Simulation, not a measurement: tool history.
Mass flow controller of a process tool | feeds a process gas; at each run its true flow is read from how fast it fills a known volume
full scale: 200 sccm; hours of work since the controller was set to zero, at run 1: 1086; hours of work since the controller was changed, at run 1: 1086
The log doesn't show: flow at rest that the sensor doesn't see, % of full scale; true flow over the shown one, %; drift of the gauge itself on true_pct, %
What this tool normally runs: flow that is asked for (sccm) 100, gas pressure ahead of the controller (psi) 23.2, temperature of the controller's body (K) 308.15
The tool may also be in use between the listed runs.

run      day  flow that is asked for (sccm)  gas pressure ahead of the controller (psi)  temperature of the controller's body (K)  hours of work since the controller was set to zero  hours of work since the controller was changed  true flow (%)
  1        0                            100                                        23.2                                    308.15                                                1086                                            1086             98
  2    8.667                            100                                        23.2                                    308.15                                                1230                                            1230          97.75
  3   18.921                            100                                        23.2                                    308.15                                                1401                                            1401          97.71
  4   26.229                            100                                        23.2                                    308.15                                                1522                                            1522          97.57
  5   35.112                            100                                        27.6                                    308.15                                                1670                                            1670          97.67
  6   45.342                            100                                        27.6                                    308.15                                                1841                                            1841          97.55
  7   59.758                            100                                        27.6                                    308.15                                                2081                                            2081          97.35
  8   68.729                            100                                        27.6                                    308.15                                                2230                                            2230          97.16
  9   82.758                            100                                        27.6                                    308.15                                                2464                                            2464          96.95
 10   95.583                            100                                        27.6                                    308.15                                                2677                                            2677          96.78
 11   110.05                            100                                        27.6                                    308.15                                                2918                                            2918           96.6
 12  117.354                            100                                        27.6                                    312.15                                                3040                                            3040          96.74
 13  124.458                            133                                        23.2                                    308.15                                                3158                                            3158          97.03
 14  132.517                            133                                        23.2                                    308.15                                                3292                                            3292          96.87
 15  139.225                            100                                        23.4                                    308.15                                                3404                                            3404          96.02
 16  152.529                            100                                        23.4                                    308.15                                                3625                                            3625          95.87
 17  158.442                            100                                        23.4                                    308.15                                                3724                                            3724          95.64
 18  166.425                            100                                        23.4                                    308.15                                                3857                                            3857          95.76
 19  174.754                            100                                        23.4                                    308.15                                                3995                                            3995          95.55
 20    186.5                            100                                        23.4                                    307.15                                                4191                                            4191          95.39
 21  196.579                            100                                        23.4                                    311.15                                                4359                                            4359          95.43
 22  202.483                            100                                        23.2                                    308.15                                                4457                                            4457          95.12
 23  213.662                            100                                        23.2                                    300.15                                                4643                                            4643          94.52
 24  225.642                            100                                        23.2                                    300.15                                                4843                                            4843          94.36
 25  232.342                            100                                        23.6                                    308.15                                                4954                                            4954          94.68
 26  238.746                             23                                        36.4                                    310.15                                                5061                                            5061          86.86
     246.021  -- controller's zero set anew
 27  248.142                             21                                        23.2                                    308.15                                                  35                                            5217          78.35
 28  261.583                             34                                        29.6                                    307.15                                                 259                                            5441          85.05
 29  274.292                             34                                        35.8                                    294.15                                                 471                                            5652          84.18
 30  280.442                             34                                        20.7                                    296.15                                                 573                                            5755          83.48
     283.546  -- controller's zero set anew, once more
 31  288.208                             35                                        20.5                                    310.15                                                  78                                            5884          95.55
 32  297.575                             35                                        24.9                                    293.15                                                 234                                            6040          94.36
 33  303.675                            100                                        30.6                                    308.15                                                 335                                            6141           96.6
 34  311.958                            100                                        30.6                                    308.15                                                 473                                            6279          96.59
 35  317.871                             58                                        23.2                                    297.15                                                 572                                            6378          94.81
 36   329.05                             44                                          21                                    308.15                                                 758                                            6564          94.69
 37  343.271                            187                                        22.2                                    296.15                                                 994                                            6801          96.38
 38  353.208                            187                                        26.1                                    299.15                                                1160                                            6966          96.65
 39  361.908                            101                                        23.5                                    311.15                                                1305                                            7111          95.72
      363.35  -- controller exchanged for a calibrated one
 40  370.988                             32                                        23.5                                    311.15                                                 127                                             127          97.93
 41  381.171                            100                                        26.3                                    308.15                                                 297                                             297          98.97
 42  392.904                            100                                        37.9                                    305.15                                                 492                                             492          99.24
 43  407.588                            144                                        25.4                                    293.15                                                 737                                             737          98.17
 44  414.288                            106                                        25.4                                    293.15                                                 848                                             848          97.66
 45  420.208                             39                                        23.2                                    297.15                                                 947                                             947          95.88
 46  434.854                             39                                        34.7                                    297.15                                                1191                                            1191          96.25
 47  449.242                            149                                        26.8                                    297.15                                                1430                                            1430          98.26
 48  456.504                             59                                        33.8                                    308.15                                                1551                                            1551          97.18

Each row is a separate what-if for the run after 48, all from the same tool condition, not one after another. Results?
  A  466.075                             20                                        27.3                                    312.15                                                1710                                            1710              ?
  B  466.075                             59                                        33.8                                    297.15                                                1710                                            1710              ?
  C  466.075                            140                                        20.7                                    311.15                                                1710                                            1710              ?

run  true flow (%)
  A          93.67
  B          96.39
  C          98.33
Without the tool's unlogged condition, the same runs would have read:
run  true flow (%)
  A          98.37
  B          98.37
  C           99.5

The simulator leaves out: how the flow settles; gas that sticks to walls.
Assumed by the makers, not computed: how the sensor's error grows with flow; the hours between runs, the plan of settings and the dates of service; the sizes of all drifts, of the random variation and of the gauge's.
